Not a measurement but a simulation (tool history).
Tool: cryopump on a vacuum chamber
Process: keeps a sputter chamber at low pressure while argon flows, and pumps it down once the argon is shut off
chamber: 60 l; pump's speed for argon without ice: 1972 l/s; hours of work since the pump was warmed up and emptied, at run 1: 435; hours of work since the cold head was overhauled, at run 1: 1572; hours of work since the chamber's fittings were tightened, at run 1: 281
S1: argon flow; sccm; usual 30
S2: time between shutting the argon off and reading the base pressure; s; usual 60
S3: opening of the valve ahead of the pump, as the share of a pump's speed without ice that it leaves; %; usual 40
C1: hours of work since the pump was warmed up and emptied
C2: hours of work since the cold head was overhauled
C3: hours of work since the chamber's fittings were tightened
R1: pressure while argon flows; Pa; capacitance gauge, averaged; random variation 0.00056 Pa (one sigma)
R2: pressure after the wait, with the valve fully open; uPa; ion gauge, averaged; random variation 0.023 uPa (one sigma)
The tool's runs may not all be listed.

| run | hour | S1 | S2 | S3 | C1 | C2 | C3 | R1 | R2 |
|---|---|---|---|---|---|---|---|---|---|
| 1 | 0.0 | 30 | 60 | 40 | 435 | 1572 | 281 | 0.0720 | 1.05 |
| 2 | 99.9 | 30 | 129 | 40 | 483 | 1621 | 330 | 0.0744 | 0.81 |
|  | 144.9 | pump warmed up, emptied and cooled again |
| 3 | 160.2 | 30 | 129 | 40 | 7 | 1648 | 357 | 0.0647 | 0.73 |
| 4 | 275.7 | 30 | 60 | 40 | 64 | 1704 | 413 | 0.0668 | 1.03 |
| 5 | 339.6 | 30 | 60 | 40 | 95 | 1735 | 444 | 0.0670 | 1.12 |
| 6 | 392.3 | 30 | 60 | 40 | 120 | 1760 | 470 | 0.0669 | 1.10 |
| 7 | 468.4 | 17 | 60 | 40 | 157 | 1797 | 506 | 0.0381 | 1.16 |
| 8 | 555.9 | 17 | 60 | 40 | 200 | 1840 | 549 | 0.0398 | 1.27 |
| 9 | 625.3 | 17 | 60 | 40 | 233 | 1874 | 583 | 0.0386 | 1.28 |
| 10 | 727.2 | 30 | 60 | 27 | 283 | 1923 | 632 | 0.1005 | 1.37 |
| 11 | 802.6 | 30 | 75 | 40 | 319 | 1960 | 669 | 0.0724 | 1.32 |
| 12 | 901.7 | 30 | 75 | 40 | 367 | 2008 | 717 | 0.0713 | 1.41 |
| 13 | 994.1 | 30 | 75 | 40 | 412 | 2053 | 762 | 0.0731 | 1.46 |
| 14 | 1089.1 | 30 | 60 | 40 | 458 | 2099 | 808 | 0.0737 | 1.67 |
| 15 | 1169.4 | 30 | 60 | 40 | 497 | 2138 | 847 | 0.0750 | 1.78 |
|  | 1179.5 | pump warmed up, emptied and cooled again |
| 16 | 1285.4 | 32 | 30 | 38 | 51 | 2192 | 901 | 0.0737 | 2.03 |
| 17 | 1381.1 | 25 | 20 | 40 | 98 | 2238 | 947 | 0.0560 | 2.60 |
| 18 | 1463.0 | 25 | 20 | 40 | 138 | 2278 | 987 | 0.0559 | 2.77 |
|  | 1526.4 | leaking fittings of the chamber tightened, without venting |
| 19 | 1552.5 | 15 | 121 | 18 | 180 | 2320 | 13 | 0.0724 | 0.44 |
| 20 | 1663.9 | 15 | 121 | 18 | 234 | 2374 | 67 | 0.0729 | 0.51 |
| 21 | 1759.8 | 30 | 32 | 35 | 281 | 2421 | 113 | 0.0802 | 1.40 |
| 22 | 1861.9 | 30 | 32 | 35 | 330 | 2471 | 163 | 0.0812 | 1.37 |
| 23 | 1933.9 | 23 | 42 | 50 | 365 | 2506 | 198 | 0.0450 | 1.22 |
| 24 | 1997.5 | 30 | 51 | 27 | 396 | 2536 | 229 | 0.1037 | 1.06 |
| 25 | 2052.2 | 30 | 51 | 27 | 423 | 2563 | 255 | 0.1041 | 1.15 |
| 26 | 2135.7 | 30 | 51 | 19 | 463 | 2604 | 296 | 0.1449 | 1.23 |
| 27 | 2201.4 | 38 | 28 | 26 | 495 | 2635 | 328 | 0.1391 | 1.74 |
|  | 2213.1 | pump warmed up, emptied and cooled again |
| 28 | 2298.3 | 19 | 43 | 49 | 41 | 2680 | 372 | 0.0349 | 1.25 |
| 29 | 2374.1 | 19 | 43 | 49 | 78 | 2717 | 409 | 0.0349 | 1.29 |

5 ways to go on from here, each from the tool as it stands after run 29. What would each give?
| A | 2464.6 | 14 | 259 | 15 | 122 | 2761 | 453 | ? | ? |
| B | 2464.6 | 22 | 43 | 49 | 122 | 2761 | 453 | ? | ? |
| C | 2464.6 | 14 | 60 | 40 | 122 | 2761 | 453 | ? | ? |
| D | 2464.6 | 30 | 56 | 40 | 122 | 2761 | 453 | ? | ? |
| E | 2464.6 | 28 | 109 | 49 | 122 | 2761 | 453 | ? | ? |

| run | R1 | R2 |
|---|---|---|
| A | 0.0814 | 0.76 |
| B | 0.0421 | 1.36 |
| C | 0.0316 | 1.15 |
| D | 0.0667 | 1.24 |
| E | 0.0518 | 0.91 |
Without the tool's hidden state the same runs would have given:
| run | R1 | R2 |
|---|---|---|
| A | 0.0799 | 0.28 |
| B | 0.0397 | 0.89 |
| C | 0.0301 | 0.69 |
| D | 0.0634 | 0.76 |
| E | 0.0486 | 0.45 |
